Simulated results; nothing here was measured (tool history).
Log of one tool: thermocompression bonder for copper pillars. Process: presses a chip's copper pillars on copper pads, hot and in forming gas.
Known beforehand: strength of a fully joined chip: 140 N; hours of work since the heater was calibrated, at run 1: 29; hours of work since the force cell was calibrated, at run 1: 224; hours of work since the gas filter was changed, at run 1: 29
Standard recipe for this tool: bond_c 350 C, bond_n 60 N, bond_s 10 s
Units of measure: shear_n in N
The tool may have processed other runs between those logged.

run	hour	bond_c	bond_n	bond_s	hours of work since the heater was calibrated	hours of work since the force cell was calibrated	hours of work since the gas filter was changed	shear_n
1	0.0	350	60	10	29	224	29	88.8
2	24.8	350	60	10	45	241	45	87.4
3	71.2	350	60	18	75	271	75	102.4
4	114.9	350	60	10	104	300	104	88.0
5	162.7	350	60	10	135	331	135	86.5
6	190.4	350	60	10	153	349	153	85.5
7	216.8	350	89	10	170	366	170	102.4
8	262.5	350	60	10	200	396	200	84.7
9	314.9	350	60	10	234	430	234	84.1
10	363.3	350	60	10	266	462	266	83.8
11	393.7	350	60	10	286	482	286	83.2
12	443.7	350	60	10	319	514	319	82.4
13	492.1	350	60	10	350	546	350	82.0
# hour 528.0: forming gas filter changed
14	531.3	350	55	10	376	571	2	83.3
15	581.4	350	55	10	408	604	35	81.9
16	636.0	350	55	10	444	640	71	81.3
17	661.7	350	60	10	461	657	87	84.5
18	693.9	350	60	10	482	678	108	84.4
19	737.9	337	60	10	511	706	137	72.7
20	774.2	337	60	10	534	730	161	72.2
21	803.8	337	60	10	554	749	180	74.2
22	842.9	337	60	10	579	775	206	71.7
# hour 846.8: force cell calibrated
23	881.8	363	62	10	604	23	230	87.7
24	932.7	324	53	10	637	56	264	56.2
25	967.1	324	53	10	659	79	286	57.1
26	1012.9	324	53	10	689	109	316	54.6
27	1044.4	324	89	7	710	129	337	64.5
28	1080.1	324	89	7	733	153	360	66.0
# hour 1101.2: forming gas filter changed
# hour 1125.7: force cell calibrated, once more
29	1128.4	330	89	7	763	2	17	78.8
30	1182.1	350	75	11	799	37	52	97.3
31	1210.6	350	75	11	817	56	71	95.9
32	1253.5	334	57	11	845	83	99	72.0
33	1276.8	334	57	11	860	99	114	73.4
34	1330.0	334	57	11	895	134	149	71.1
35	1354.7	378	37	21	911	150	165	100.5
36	1384.7	345	39	5	931	169	184	47.3
37	1423.0	370	60	26	956	194	209	117.2
38	1452.3	355	76	26	975	213	228	115.4

What would each run have given without the hidden state, its run-to-run variation left as it was?
The tool's hidden condition here consists of: true temperature of the bond over the reading, C; force that reaches the chip, % of what is set; oxide that the forming gas leaves, % of the face; drift of the gauge itself on shear_n, %.
run	shear_n
1	90.5
2	89.5
3	105.2
4	91.4
5	90.5
6	89.9
7	107.6
8	90.2
9	90.3
10	90.9
11	90.5
12	90.5
13	90.9
14	86.9
15	86.2
16	86.3
17	90.0
18	90.3
19	78.9
20	79.0
21	81.4
22	79.2
23	97.6
24	65.2
25	66.4
26	64.2
27	75.6
28	77.8
29	82.6
30	101.7
31	100.7
32	77.2
33	79.0
34	77.3
35	107.4
36	52.5
37	125.0
38	123.6
